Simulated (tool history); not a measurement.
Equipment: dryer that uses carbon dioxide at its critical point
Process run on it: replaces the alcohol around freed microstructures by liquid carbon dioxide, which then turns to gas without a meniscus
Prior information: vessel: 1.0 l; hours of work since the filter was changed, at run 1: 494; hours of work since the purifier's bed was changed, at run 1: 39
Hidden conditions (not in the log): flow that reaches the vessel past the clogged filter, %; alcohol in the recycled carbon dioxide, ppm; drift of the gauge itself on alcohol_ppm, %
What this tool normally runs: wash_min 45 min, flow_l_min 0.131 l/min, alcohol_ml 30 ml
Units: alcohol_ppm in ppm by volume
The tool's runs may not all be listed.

| run | day | wash_min | flow_l_min | alcohol_ml | hours of work since the filter was changed | hours of work since the purifier's bed was changed | alcohol_ppm |
|---|---|---|---|---|---|---|---|
| 1 | 0.000 | 45 | 0.131 | 30 | 494 | 39 | 544 |
| 2 | 0.350 | 45 | 0.131 | 30 | 498 | 43 | 555 |
| 3 | 0.754 | 45 | 0.131 | 59 | 501 | 47 | 1050 |
| 4 | 1.025 | 45 | 0.131 | 24 | 504 | 49 | 451 |
| 5 | 1.217 | 45 | 0.131 | 24 | 506 | 51 | 436 |
| 6 | 1.521 | 45 | 0.131 | 24 | 509 | 54 | 461 |
| 7 | 1.729 | 45 | 0.131 | 24 | 511 | 56 | 452 |
| 8 | 2.025 | 45 | 0.131 | 64 | 514 | 59 | 1175 |
| 9 | 2.258 | 45 | 0.131 | 64 | 516 | 61 | 1183 |
| 10 | 2.546 | 45 | 0.131 | 30 | 519 | 64 | 566 |
| 11 | 2.875 | 45 | 0.151 | 30 | 522 | 67 | 323 |
|  | 3.104 | inlet filter changed |
| 12 | 3.292 | 49 | 0.131 | 30 | 2 | 71 | 235 |
| 13 | 3.533 | 49 | 0.131 | 30 | 4 | 73 | 227 |
| 14 | 3.800 | 49 | 0.131 | 30 | 7 | 76 | 231 |
| 15 | 4.033 | 49 | 0.131 | 30 | 9 | 78 | 235 |
| 16 | 4.212 | 40 | 0.155 | 30 | 11 | 80 | 280 |
| 17 | 4.438 | 45 | 0.131 | 80 | 13 | 82 | 862 |
| 18 | 4.671 | 45 | 0.131 | 80 | 15 | 84 | 864 |
| 19 | 5.038 | 45 | 0.195 | 30 | 19 | 88 | 60 |
| 20 | 5.271 | 31 | 0.082 | 30 | 21 | 90 | 4133 |
| 21 | 5.583 | 31 | 0.082 | 30 | 24 | 93 | 4046 |
| 22 | 5.771 | 31 | 0.082 | 30 | 26 | 95 | 4103 |
| 23 | 6.067 | 31 | 0.082 | 30 | 29 | 98 | 4085 |
| 24 | 6.338 | 31 | 0.082 | 30 | 31 | 100 | 4058 |
| 25 | 6.579 | 45 | 0.131 | 69 | 34 | 103 | 775 |
| 26 | 6.812 | 37 | 0.131 | 69 | 36 | 105 | 1689 |
| 27 | 7.012 | 65 | 0.131 | 66 | 38 | 107 | 131 |
| 28 | 7.225 | 65 | 0.131 | 27 | 40 | 109 | 80 |
| 29 | 7.562 | 58 | 0.152 | 51 | 43 | 112 | 103 |

Below are 4 alternative next runs, each starting from the tool's condition after run 29. Predict each:
| A | 7.825 | 47 | 0.099 | 51 | 46 | 115 | ? |
| B | 7.825 | 42 | 0.131 | 30 | 46 | 115 | ? |
| C | 7.825 | 42 | 0.131 | 86 | 46 | 115 | ? |
| D | 7.825 | 33 | 0.131 | 89 | 46 | 115 | ? |

| run | alcohol_ppm |
|---|---|
| A | 1431 |
| B | 476 |
| C | 1301 |
| D | 3178 |
With no hidden state in the tool, these same runs would have given:
| run | alcohol_ppm |
|---|---|
| A | 1321 |
| B | 418 |
| C | 1186 |
| D | 2979 |
